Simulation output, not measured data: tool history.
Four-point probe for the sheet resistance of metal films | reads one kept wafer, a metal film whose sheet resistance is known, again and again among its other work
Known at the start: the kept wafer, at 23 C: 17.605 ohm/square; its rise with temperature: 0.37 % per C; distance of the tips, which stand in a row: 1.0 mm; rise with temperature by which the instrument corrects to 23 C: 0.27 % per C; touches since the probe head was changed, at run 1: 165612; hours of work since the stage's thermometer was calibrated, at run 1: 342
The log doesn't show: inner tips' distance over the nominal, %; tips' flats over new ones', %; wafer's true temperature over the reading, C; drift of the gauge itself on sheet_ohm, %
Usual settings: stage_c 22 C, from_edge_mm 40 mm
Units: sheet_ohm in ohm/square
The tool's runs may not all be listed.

run,day,stage_c,from_edge_mm,touches since the probe head was changed,hours of work since the stage's thermometer was calibrated,sheet_ohm
1,0,22,40,165612,342,17.728441
2,2.496,22,40,168151,378,17.731064
3,6.25,22,40,171967,431,17.729031
4,9.596,22,40,175371,478,17.728066
5,14.779,22,40,180638,552,17.736278
6,19.162,22,40,185097,614,17.738753
7,24.85,22,40,190879,694,17.74107
8,29.375,22,40,195478,758,17.75029
9,31.754,22,40,197897,792,17.748716
10,35.246,22,40,201449,841,17.751471
11,40.371,22,40,206658,914,17.75864
12,44.138,22,40,210489,967,17.757813
13,49.712,22,40,216158,1046,17.759447
14,52.112,19,8,218598,1080,17.844632
15,57.333,19,8,223905,1154,17.85634
16,61.829,20,47,228477,1218,17.732039
# day 64.242: new probe head fitted
# day 64.608: stage's thermometer calibrated
17,64.942,19,48,691,5,17.540519
18,69.45,25,56,5276,69,17.648032
19,73.829,24,56,9727,131,17.636979
20,76.75,22,69,12696,172,17.610438
21,81.529,19,20,17556,240,17.577718
22,86.838,27,18,22953,315,17.720868
23,90.042,31,40,26210,360,17.770132

Forecast each of these 3 alternatives for the next run:
A,92.679,34,40,28893,398,?
B,92.679,31,27,28893,398,?
C,92.679,35,9,28893,398,?

run,sheet_ohm
A,17.81873
B,17.778212
C,17.948263
Without the tool's hidden state the same runs would have given:
run,sheet_ohm
A,17.793117
B,17.752725
C,17.922458
